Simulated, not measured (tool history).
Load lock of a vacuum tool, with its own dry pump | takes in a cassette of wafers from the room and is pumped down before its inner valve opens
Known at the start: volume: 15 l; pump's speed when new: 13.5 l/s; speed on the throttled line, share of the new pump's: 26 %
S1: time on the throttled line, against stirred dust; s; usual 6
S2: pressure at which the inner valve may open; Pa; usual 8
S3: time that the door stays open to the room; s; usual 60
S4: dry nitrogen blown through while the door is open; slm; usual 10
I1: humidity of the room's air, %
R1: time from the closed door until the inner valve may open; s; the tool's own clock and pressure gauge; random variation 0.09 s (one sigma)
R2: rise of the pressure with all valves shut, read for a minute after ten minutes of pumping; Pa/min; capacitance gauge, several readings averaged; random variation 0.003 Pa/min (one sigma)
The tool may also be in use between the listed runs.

Run 1, day 0: usual settings; I1 46.9. Result: R1 16.4 s, R2 0.055 Pa/min.
Run 2, day 3.517: usual settings; I1 43.4. Result: R1 16.51 s, R2 0.047 Pa/min.
Run 3, day 7.104: usual settings; I1 44.2. Result: R1 16.29 s, R2 0.048 Pa/min.
Run 4, day 11.983: usual settings; I1 45.3. Result: R1 16.45 s, R2 0.051 Pa/min.
Run 5, day 17.425: usual settings; I1 48.4. Result: R1 16.63 s, R2 0.051 Pa/min.
Run 6, day 23.4: usual settings but S4 5 slm; I1 45.8. Result: R1 16.48 s, R2 0.059 Pa/min.
Run 7, day 30.733: usual settings but S1 9 s, S2 9 Pa, S3 35 s, S4 7 slm; I1 47.1. Result: R1 18.36 s, R2 0.046 Pa/min.
Run 8, day 36.767: usual settings but S3 197 s; I1 46.4. Result: R1 16.57 s, R2 0.074 Pa/min.
Run 9, day 44.538: usual settings but S2 14 Pa, S4 21 slm; I1 46.2. Result: R1 15.78 s, R2 0.044 Pa/min.
Run 10, day 48.629: usual settings but S1 3 s, S2 13 Pa; I1 42.5. Result: R1 13.68 s, R2 0.044 Pa/min.

The next listed run, before its measurement:
Run 11, day 55.1: usual settings but S1 10 s, S2 15 Pa, S3 163 s; I1 40.5. Result: R1 ?, R2 ?.

{"run 11": {"R1": 18.6, "R2": 0.07}}
Without the tool's hidden state the same run would have given R1 17.36 s, R2 0.052 Pa/min.
